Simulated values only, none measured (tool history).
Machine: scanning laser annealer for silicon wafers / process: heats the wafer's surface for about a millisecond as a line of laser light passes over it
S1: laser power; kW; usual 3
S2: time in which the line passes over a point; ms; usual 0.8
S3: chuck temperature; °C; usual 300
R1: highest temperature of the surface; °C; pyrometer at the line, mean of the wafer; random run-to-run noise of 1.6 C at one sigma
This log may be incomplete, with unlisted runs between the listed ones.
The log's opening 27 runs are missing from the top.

run	hour	S1	S2	S3	R1
28	1065.7	3.068	0.8	300	1005
29	1119.9	3.072	0.8	261	966
30	1146.5	3.072	0.8	316	1020
31	1202.5	3	0.8	333	1019
32	1244.6	3.152	0.8	263	981
# hour 1252.9: optics aligned, line set to its width, once more
33	1273.6	3.152	0.8	263	995
34	1303.9	3.079	0.8	333	1046
35	1338.4	3	0.8	315	1011
36	1387.6	3	0.8	315	1010
37	1433.8	2.781	0.8	331	978
38	1457.8	2.591	0.618	314	845
39	1485.9	2.853	0.7	324	946
40	1535.6	3.127	0.623	284	924

What if the next run were any one of these 4? Each begins from the tool's condition after run 40:
A	1574.9	2.651	0.681	296	?
B	1574.9	3.052	0.8	308	?
C	1574.9	3.127	0.631	284	?
D	1574.9	3.127	0.598	329	?

run	R1
A	862
B	1013
C	929
D	957
Without the tool's hidden state the same runs would have given:
run	R1
A	870
B	1024
C	939
D	967
